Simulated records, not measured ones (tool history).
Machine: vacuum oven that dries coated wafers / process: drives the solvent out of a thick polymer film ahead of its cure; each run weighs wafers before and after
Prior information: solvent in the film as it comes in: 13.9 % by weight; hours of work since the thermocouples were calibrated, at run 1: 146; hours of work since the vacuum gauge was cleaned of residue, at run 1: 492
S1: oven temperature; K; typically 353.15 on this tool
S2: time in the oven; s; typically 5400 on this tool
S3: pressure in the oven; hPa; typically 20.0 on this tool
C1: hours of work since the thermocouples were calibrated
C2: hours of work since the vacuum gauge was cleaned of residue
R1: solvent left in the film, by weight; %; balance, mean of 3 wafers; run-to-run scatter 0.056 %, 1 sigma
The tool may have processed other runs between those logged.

run	day	S1	S2	S3	C1	C2	R1
1	0.000	353.15	5400	20.0	146	492	2.61
2	0.975	349.15	5400	20.0	160	506	3.43
3	2.454	349.15	5400	20.0	180	527	3.40
4	3.900	349.15	5400	20.0	201	547	3.54
5	5.071	353.15	5400	68.0	218	564	4.83
6	6.417	353.15	5400	68.0	237	583	4.64
7	7.604	353.15	5400	68.0	254	600	4.70
8	8.375	353.15	5400	20.0	264	610	2.61
9	9.675	353.15	5400	20.0	283	629	2.54
10	11.162	355.15	5400	20.0	304	650	2.30
11	11.962	353.15	5400	20.0	315	661	2.48
12	12.800	366.15	9060	60.0	327	673	1.86
13	13.925	366.15	9060	60.0	343	689	1.85
14	14.667	348.15	8280	37.4	354	700	3.27
15	15.779	348.15	3720	43.9	369	715	6.15
16	16.767	348.15	3720	43.9	383	729	6.07
17	17.892	349.15	4440	20.7	399	745	4.17
18	19.212	349.15	4440	20.7	418	764	4.18
19	20.521	353.15	3480	20.0	437	783	4.06
20	21.717	347.15	5700	26.6	454	800	4.07
21	23.200	354.15	8400	22.3	475	821	1.58

Each row is a separate what-if for the run after 21, all from the same tool condition, not one after another. Results?
A	24.312	367.15	8400	22.3	490	836	?
B	24.312	353.15	5400	13.0	490	836	?
C	24.312	358.15	5400	30.9	490	836	?
D	24.312	365.15	5400	20.9	490	836	?
E	24.312	364.15	7920	37.0	490	836	?

run	R1
A	0.73
B	2.31
C	2.14
D	1.00
E	1.30
Take away the tool's hidden state, keep each run's random variation, and the runs would have read:
run	R1
A	0.73
B	2.32
C	2.14
D	1.00
E	1.30
